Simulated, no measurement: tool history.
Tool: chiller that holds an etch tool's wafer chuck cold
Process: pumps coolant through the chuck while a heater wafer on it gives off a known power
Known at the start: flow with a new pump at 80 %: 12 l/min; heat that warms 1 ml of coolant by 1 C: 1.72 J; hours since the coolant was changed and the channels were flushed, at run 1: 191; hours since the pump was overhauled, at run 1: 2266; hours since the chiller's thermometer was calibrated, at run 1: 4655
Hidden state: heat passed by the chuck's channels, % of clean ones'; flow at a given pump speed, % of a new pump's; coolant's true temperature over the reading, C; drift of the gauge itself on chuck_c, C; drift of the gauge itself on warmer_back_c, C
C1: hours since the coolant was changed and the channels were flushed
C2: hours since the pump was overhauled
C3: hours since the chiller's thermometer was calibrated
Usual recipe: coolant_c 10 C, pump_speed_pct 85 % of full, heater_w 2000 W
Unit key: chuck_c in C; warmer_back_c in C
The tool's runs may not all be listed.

run 1 hour=0 | coolant_c=10 pump_speed_pct=85 heater_w=2000 | C1=191 C2=2266 C3=4655 | chuck_c=24.3 warmer_back_c=5.85
-- hour=70.6 chiller's thermometer calibrated
run 2 hour=84.9 | coolant_c=10 pump_speed_pct=85 heater_w=2000 | C1=275 C2=2350 C3=14 | chuck_c=23.3 warmer_back_c=5.95
run 3 hour=179.6 | coolant_c=10 pump_speed_pct=85 heater_w=2000 | C1=370 C2=2445 C3=109 | chuck_c=23.5 warmer_back_c=5.92
run 4 hour=229.9 | coolant_c=10 pump_speed_pct=85 heater_w=2000 | C1=420 C2=2495 C3=159 | chuck_c=23.3 warmer_back_c=5.92
run 5 hour=276 | coolant_c=8 pump_speed_pct=85 heater_w=2000 | C1=466 C2=2541 C3=205 | chuck_c=21.6 warmer_back_c=5.95
run 6 hour=316 | coolant_c=8 pump_speed_pct=85 heater_w=2000 | C1=506 C2=2581 C3=245 | chuck_c=21.5 warmer_back_c=5.94
run 7 hour=376.2 | coolant_c=7 pump_speed_pct=85 heater_w=2000 | C1=566 C2=2641 C3=306 | chuck_c=20.7 warmer_back_c=6
run 8 hour=436.4 | coolant_c=7 pump_speed_pct=85 heater_w=2000 | C1=626 C2=2702 C3=366 | chuck_c=20.7 warmer_back_c=6.02
run 9 hour=516.9 | coolant_c=7 pump_speed_pct=85 heater_w=2000 | C1=707 C2=2782 C3=446 | chuck_c=20.8 warmer_back_c=5.96
run 10 hour=591.4 | coolant_c=10 pump_speed_pct=85 heater_w=2000 | C1=781 C2=2857 C3=521 | chuck_c=23.7 warmer_back_c=5.95
run 11 hour=641.3 | coolant_c=10 pump_speed_pct=85 heater_w=2000 | C1=831 C2=2906 C3=571 | chuck_c=23.9 warmer_back_c=6.08
run 12 hour=708.9 | coolant_c=10 pump_speed_pct=85 heater_w=2000 | C1=899 C2=2974 C3=638 | chuck_c=23.8 warmer_back_c=6.15
run 13 hour=794 | coolant_c=8 pump_speed_pct=85 heater_w=2000 | C1=984 C2=3059 C3=723 | chuck_c=22.1 warmer_back_c=6.06
run 14 hour=863.1 | coolant_c=8 pump_speed_pct=85 heater_w=2000 | C1=1053 C2=3128 C3=792 | chuck_c=21.9 warmer_back_c=6.05
run 15 hour=925.9 | coolant_c=8 pump_speed_pct=85 heater_w=2000 | C1=1116 C2=3191 C3=855 | chuck_c=22 warmer_back_c=6.08
run 16 hour=1010.3 | coolant_c=8 pump_speed_pct=85 heater_w=2000 | C1=1200 C2=3276 C3=940 | chuck_c=22.2 warmer_back_c=6.08
run 17 hour=1078.3 | coolant_c=8 pump_speed_pct=85 heater_w=2000 | C1=1268 C2=3343 C3=1008 | chuck_c=22.3 warmer_back_c=6.06
run 18 hour=1130 | coolant_c=8 pump_speed_pct=85 heater_w=2000 | C1=1320 C2=3395 C3=1059 | chuck_c=22.2 warmer_back_c=6.09
run 19 hour=1225.1 | coolant_c=15 pump_speed_pct=84 heater_w=1040 | C1=1415 C2=3490 C3=1154 | chuck_c=22.6 warmer_back_c=3.31
run 20 hour=1312.7 | coolant_c=15 pump_speed_pct=84 heater_w=1040 | C1=1503 C2=3578 C3=1242 | chuck_c=22.7 warmer_back_c=3.2
run 21 hour=1403 | coolant_c=15 pump_speed_pct=84 heater_w=1040 | C1=1593 C2=3668 C3=1332 | chuck_c=22.9 warmer_back_c=3.27
run 22 hour=1449.8 | coolant_c=3 pump_speed_pct=68 heater_w=1040 | C1=1640 C2=3715 C3=1379 | chuck_c=12.2 warmer_back_c=4.06
run 23 hour=1518.3 | coolant_c=3 pump_speed_pct=68 heater_w=1040 | C1=1708 C2=3784 C3=1448 | chuck_c=12.3 warmer_back_c=4.07
run 24 hour=1607.5 | coolant_c=1 pump_speed_pct=78 heater_w=1748 | C1=1798 C2=3873 C3=1537 | chuck_c=14.9 warmer_back_c=5.85
run 25 hour=1649.6 | coolant_c=1 pump_speed_pct=92 heater_w=1748 | C1=1840 C2=3915 C3=1579 | chuck_c=12.9 warmer_back_c=4.99
run 26 hour=1746.1 | coolant_c=19 pump_speed_pct=75 heater_w=2000 | C1=1936 C2=4011 C3=1675 | chuck_c=35.3 warmer_back_c=7.09
run 27 hour=1797.6 | coolant_c=19 pump_speed_pct=75 heater_w=2000 | C1=1988 C2=4063 C3=1727 | chuck_c=35.5 warmer_back_c=7.07
run 28 hour=1891.2 | coolant_c=19 pump_speed_pct=81 heater_w=2000 | C1=2081 C2=4156 C3=1821 | chuck_c=34.3 warmer_back_c=6.59
run 29 hour=1958 | coolant_c=19 pump_speed_pct=81 heater_w=2000 | C1=2148 C2=4223 C3=1887 | chuck_c=34.4 warmer_back_c=6.57
run 30 hour=2007.9 | coolant_c=19 pump_speed_pct=81 heater_w=1881 | C1=2198 C2=4273 C3=1937 | chuck_c=33.6 warmer_back_c=6.18

For run 31, what comes out?
run 31 hour=2100.4 | coolant_c=19 pump_speed_pct=81 heater_w=1881 | C1=2290 C2=4366 C3=2030 | chuck_c=? warmer_back_c=?

{"run 31": {"chuck_c": 33.7, "warmer_back_c": 6.21}}
With no hidden state in the tool, this same run would have given chuck_c 31.3 C, warmer_back_c 5.4 C.

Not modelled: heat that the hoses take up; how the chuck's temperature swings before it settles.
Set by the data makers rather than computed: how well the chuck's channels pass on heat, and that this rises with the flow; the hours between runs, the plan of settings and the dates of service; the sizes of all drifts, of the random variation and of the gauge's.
